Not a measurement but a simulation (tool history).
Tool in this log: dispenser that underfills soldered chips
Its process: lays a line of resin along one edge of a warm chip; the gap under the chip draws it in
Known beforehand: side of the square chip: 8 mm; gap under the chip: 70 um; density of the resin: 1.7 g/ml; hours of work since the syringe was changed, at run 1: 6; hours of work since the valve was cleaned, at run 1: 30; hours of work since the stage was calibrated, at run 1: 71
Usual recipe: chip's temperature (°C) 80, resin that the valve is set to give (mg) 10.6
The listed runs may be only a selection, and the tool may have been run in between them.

run   hour  chip's temperature (°C)  resin that the valve is set to give (mg)  hours of work since the syringe was changed  hours of work since the valve was cleaned  hours of work since the stage was calibrated  time until the resin shows at the far edge (s)  resin that the valve gave (mg)
  1    0.0                       80                                      10.6                                            6                                         30                                            71                                            43.3                           10.39
  2    2.2                       80                                       9.8                                            7                                         32                                            72                                            51.0                            9.63
       3.5  -- new syringe of resin
  3    5.8                       80                                       9.8                                            2                                         34                                            75                                            32.9                            9.51
  4   10.4                       80                                       9.8                                            5                                         37                                            78                                            41.5                            9.55
  5   13.2                       80                                       9.8                                            7                                         39                                            80                                            47.3                            9.63
      15.0  -- new syringe of resin
  6   17.5                       90                                      10.6                                            2                                         42                                            82                                            19.0                           10.26
  7   21.9                       90                                      10.6                                            5                                         45                                            86                                            24.5                           10.34
  8   24.8                       89                                      10.6                                            7                                         47                                            88                                            30.7                           10.20
      26.4  -- new syringe of resin
  9   29.2                       77                                      10.6                                            2                                         50                                            90                                            38.3                           10.28
      31.1  -- dispensing valve cleaned and set on the balance
 10   32.8                       86                                      10.6                                            4                                          1                                            92                                            26.7                           10.58
 11   36.6                       80                                       9.6                                            6                                          4                                            95                                            46.9                            9.61
      39.0  -- new syringe of resin
 12   39.5                       80                                      10.6                                            0                                          6                                            97                                            28.1                           10.49
 13   41.7                       80                                      10.6                                            2                                          7                                            98                                            32.3                           10.59
 14   43.7                       80                                      10.6                                            3                                          9                                           100                                            35.9                           10.51
 15   47.7                       80                                      10.6                                            6                                         11                                           102                                            43.2                           10.58
      50.5  -- new syringe of resin
 16   51.3                       80                                      10.6                                            1                                         14                                           105                                            28.8                           10.57
 17   53.5                       80                                      10.6                                            2                                         15                                           106                                            32.6                           10.41
 18   58.1                       80                                      10.6                                            5                                         18                                           109                                            41.7                           10.57
      62.0  -- new syringe of resin
 19   62.4                       80                                      10.6                                            0                                         21                                           112                                            27.9                           10.35
 20   65.4                       80                                      10.6                                            2                                         23                                           114                                            31.9                           10.47
 21   67.6                       80                                      10.6                                            4                                         25                                           116                                            37.0                           10.42
 22   71.6                       80                                      10.6                                            7                                         28                                           119                                            45.8                           10.37
      73.4  -- new syringe of resin
 23   76.3                       80                                      10.6                                            2                                         31                                           122                                            30.7                           10.21
 24   80.7                       90                                       9.2                                            5                                         34                                           125                                            26.0                            8.96
 25   83.7                       70                                      10.5                                            7                                         36                                           127                                            80.3                           10.28
      84.7  -- new syringe of resin
 26   86.1                       66                                      12.7                                            1                                         37                                           128                                            60.5                           12.29
 27   88.0                       93                                      12.4                                            2                                         39                                           130                                            17.7                           12.14
 28   92.5                       66                                      10.1                                            5                                         42                                           133                                            88.4                            9.78
      96.2  -- new syringe of resin
 29   96.2                       89                                      10.1                                            0                                         44                                           135                                            18.0                            9.89
 30  100.1                       81                                      10.6                                            3                                         47                                           138                                            33.7                           10.25
 31  103.8                       75                                       9.6                                            5                                         49                                           141                                            56.2                            9.24
     106.6  -- dispensing valve cleaned and set on the balance
 32  107.6                       66                                      10.7                                            7                                          1                                           142                                            97.7                           10.45
     108.9  -- new syringe of resin
 33  111.1                       69                                      10.6                                            2                                          3                                           145                                            53.5                           10.59
 34  115.1                       80                                       9.2                                            4                                          6                                           147                                            39.1                            9.19
 35  118.2                       90                                       9.2                                            7                                          8                                           150                                            29.1                            9.17
     120.2  -- new syringe of resin
 36  121.6                       80                                      13.7                                            1                                         10                                           152                                            28.7                           13.65

Hidden state or all else? Some run-to-run changes of time until the resin shows at the far edge (s), split into what the settings, what came in and random variation would give without the hidden state, and what is left for the hidden state (with any gauge scatter that isn't in both results):
Hidden state at play: resin's viscosity, % of fresh resin's; dose that the valve gives, % of what is set; true chip temperature over the reading, C; drift of the gauge itself on fill_s, %; drift of the gauge itself on given_mg, %.
Run 24 -> 25: chip's temperature (°C) 90 -> 70, resin that the valve is set to give (mg) 9.2 -> 10.5. time until the resin shows at the far edge (s) +54.3: hidden state +24.0, all else +30.3.
Run 25 -> 26: chip's temperature (°C) 70 -> 66, resin that the valve is set to give (mg) 10.5 -> 12.7, new syringe of resin. time until the resin shows at the far edge (s) -19.8: hidden state -29.1, all else +9.3.
Run 27 -> 28: chip's temperature (°C) 93 -> 66, resin that the valve is set to give (mg) 12.4 -> 10.1. time until the resin shows at the far edge (s) +70.7: hidden state +25.9, all else +44.8.
Run 28 -> 29: chip's temperature (°C) 66 -> 89, new syringe of resin. time until the resin shows at the far edge (s) -70.4: hidden state -28.7, all else -41.7.
Run 32 -> 33: chip's temperature (°C) 66 -> 69, resin that the valve is set to give (mg) 10.7 -> 10.6, new syringe of resin. time until the resin shows at the far edge (s) -44.2: hidden state -35.5, all else -8.7.
